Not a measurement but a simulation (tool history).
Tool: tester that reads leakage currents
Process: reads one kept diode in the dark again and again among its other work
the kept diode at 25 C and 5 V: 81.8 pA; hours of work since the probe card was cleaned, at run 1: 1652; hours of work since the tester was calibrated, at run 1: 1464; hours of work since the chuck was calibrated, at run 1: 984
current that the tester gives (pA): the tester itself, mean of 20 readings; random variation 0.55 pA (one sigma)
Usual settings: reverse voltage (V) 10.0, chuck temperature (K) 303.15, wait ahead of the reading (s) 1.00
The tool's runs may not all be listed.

| run | hour | reverse voltage (V) | chuck temperature (K) | wait ahead of the reading (s) | hours of work since the probe card was cleaned | hours of work since the tester was calibrated | hours of work since the chuck was calibrated | current that the tester gives (pA) |
|---|---|---|---|---|---|---|---|---|
| 1 | 0.0 | 10.0 | 303.15 | 1.00 | 1652 | 1464 | 984 | 208.09 |
| 2 | 90.0 | 10.0 | 297.15 | 1.00 | 1699 | 1511 | 1030 | 125.48 |
| 3 | 153.6 | 10.0 | 297.15 | 1.00 | 1732 | 1544 | 1063 | 126.15 |
| 4 | 200.4 | 10.0 | 303.15 | 1.00 | 1757 | 1568 | 1088 | 209.00 |
| 5 | 243.9 | 10.0 | 303.15 | 1.00 | 1779 | 1591 | 1110 | 209.21 |
|  | 251.5 | probe card cleaned and baked |
| 6 | 316.5 | 10.0 | 303.15 | 1.00 | 34 | 1627 | 1147 | 218.34 |
| 7 | 402.2 | 10.0 | 303.15 | 1.00 | 78 | 1672 | 1191 | 219.80 |
| 8 | 482.2 | 13.0 | 299.15 | 2.78 | 120 | 1713 | 1233 | 183.16 |
|  | 534.8 | probe card cleaned and baked, once more |
| 9 | 544.4 | 2.3 | 299.15 | 1.47 | 5 | 1744 | 1263 | 68.90 |
| 10 | 625.2 | 2.3 | 299.15 | 1.47 | 47 | 1786 | 1305 | 69.32 |

Forecast run 11:
| 11 | 674.8 | 6.6 | 303.15 | 1.00 | 73 | 1812 | 1331 | ? |

Run 11 gave current that the tester gives (pA) 164.79.
Without the tool's hidden state the same run would have given current that the tester gives (pA) 149.35.
